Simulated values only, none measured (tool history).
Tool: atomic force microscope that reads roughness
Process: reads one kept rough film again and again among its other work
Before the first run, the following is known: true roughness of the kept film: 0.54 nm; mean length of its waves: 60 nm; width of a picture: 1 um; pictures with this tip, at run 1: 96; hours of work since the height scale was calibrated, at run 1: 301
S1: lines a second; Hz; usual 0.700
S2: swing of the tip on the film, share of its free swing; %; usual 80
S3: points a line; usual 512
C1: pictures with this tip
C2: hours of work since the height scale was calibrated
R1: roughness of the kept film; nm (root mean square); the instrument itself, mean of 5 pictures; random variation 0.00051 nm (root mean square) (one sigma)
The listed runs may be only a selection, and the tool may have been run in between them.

run	day	S1	S2	S3	C1	C2	R1
1	0.000	0.700	80	512	96	301	0.5183
# day 0.979: new tip fitted
2	1.483	0.700	80	651	25	323	0.5231
3	2.471	0.536	80	512	73	337	0.5223
# day 3.950: new tip fitted
4	4.058	0.536	80	512	6	360	0.5261
5	5.521	0.536	80	272	78	381	0.5221
# day 6.879: new tip fitted
6	7.138	0.536	80	272	13	404	0.5246
7	8.275	0.700	80	512	69	421	0.5204
8	9.083	0.700	80	512	109	432	0.5181
# day 9.875: new tip fitted
9	10.462	0.700	80	512	29	452	0.5220
10	11.712	0.700	80	512	91	470	0.5189
11	12.492	0.726	80	512	129	481	0.5173
# day 12.858: new tip fitted
12	13.454	3.183	80	512	29	495	0.4763
13	14.371	0.700	80	512	75	508	0.5200
# day 15.846: new tip fitted
14	15.896	0.700	80	512	3	530	0.5245
15	16.562	0.700	80	512	36	540	0.5221
16	17.850	0.700	80	512	99	559	0.5183
# day 18.842: new tip fitted
17	19.362	0.700	86	512	26	580	0.5177
18	20.958	0.700	86	512	105	603	0.5140
# day 21.775: new tip fitted
19	22.354	0.700	86	512	29	623	0.5179
20	23.904	0.700	86	512	105	646	0.5143
21	24.642	1.395	80	512	142	656	0.5041
# day 24.729: new tip fitted
22	26.038	1.395	80	512	64	676	0.5059
23	27.129	1.812	80	512	118	692	0.4979
# day 27.767: new tip fitted
24	28.508	1.812	80	512	36	712	0.5001
25	29.475	1.812	80	512	84	726	0.4983

Forecast run 26:
26	30.279	0.700	73	764	124	738	?

R1: 0.5237 nm (root mean square)
The same run, on a tool lacking any hidden state, would have yielded R1 0.5280 nm (root mean square).

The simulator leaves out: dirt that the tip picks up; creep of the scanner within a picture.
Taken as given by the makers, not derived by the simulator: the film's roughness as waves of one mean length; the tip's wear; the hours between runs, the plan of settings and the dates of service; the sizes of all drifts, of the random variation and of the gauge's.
